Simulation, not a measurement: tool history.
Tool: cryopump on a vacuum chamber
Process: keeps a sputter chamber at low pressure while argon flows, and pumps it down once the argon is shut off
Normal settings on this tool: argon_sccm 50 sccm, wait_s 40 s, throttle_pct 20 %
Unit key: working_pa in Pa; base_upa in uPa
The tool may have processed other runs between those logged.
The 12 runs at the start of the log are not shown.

run     day  argon_sccm  wait_s  throttle_pct  working_pa  base_upa
 13  25.792          50      40            20      0.3129      2.31
 14  27.738          50      40            20      0.3164      2.33
 15  29.771          50      40            20      0.3123      2.46
 16  32.346          50      40            20      0.3147      2.44
 17  34.979          50      40            20      0.3177      2.38
 18  36.896          91      40            58      0.2243      2.49
 19  38.242          91     134            17      0.6764      1.12
 20  41.088          91      33            17      0.6826       2.9
 21  42.417          82     104            37      0.3015       1.3
 22  44.342          82     119            43      0.2672      1.26
 23  46.154          49      40            22       0.291      2.52
     47.829  -- pump warmed up, emptied and cooled again
 24  48.871          31      40            26      0.1401      2.37
 25  50.892          31      40            26      0.1433      2.31
 26  52.308          65      44            60      0.1326      2.17
 27  55.004          86      40            35      0.2975      2.36
 28  56.367          86      40            35      0.2988      2.42
 29    58.4          86      40            35      0.2997      2.41
 30  59.779          86      40            35      0.3023      2.44
 31  61.625          86      40            35      0.3016      2.37
 32  64.271          86      40            35       0.304      2.48
 33  66.142          98      88            42      0.2933      1.42

Consider 3 possible next runs. They are alternatives, not a sequence: every one starts from the tool as it was left by run 33. What does each give?
  A  67.65          21      88            40           ?         ?
  B  67.65          52      88            42           ?         ?
  C  67.65          50      52            20           ?         ?

run  working_pa  base_upa
  A      0.0654      1.43
  B      0.1555      1.36
  C      0.3061      1.98
Stripped of hidden state, with their random variation kept, the same runs would have yielded:
run  working_pa  base_upa
  A      0.0621      1.11
  B      0.1474      1.06
  C      0.2983      1.68
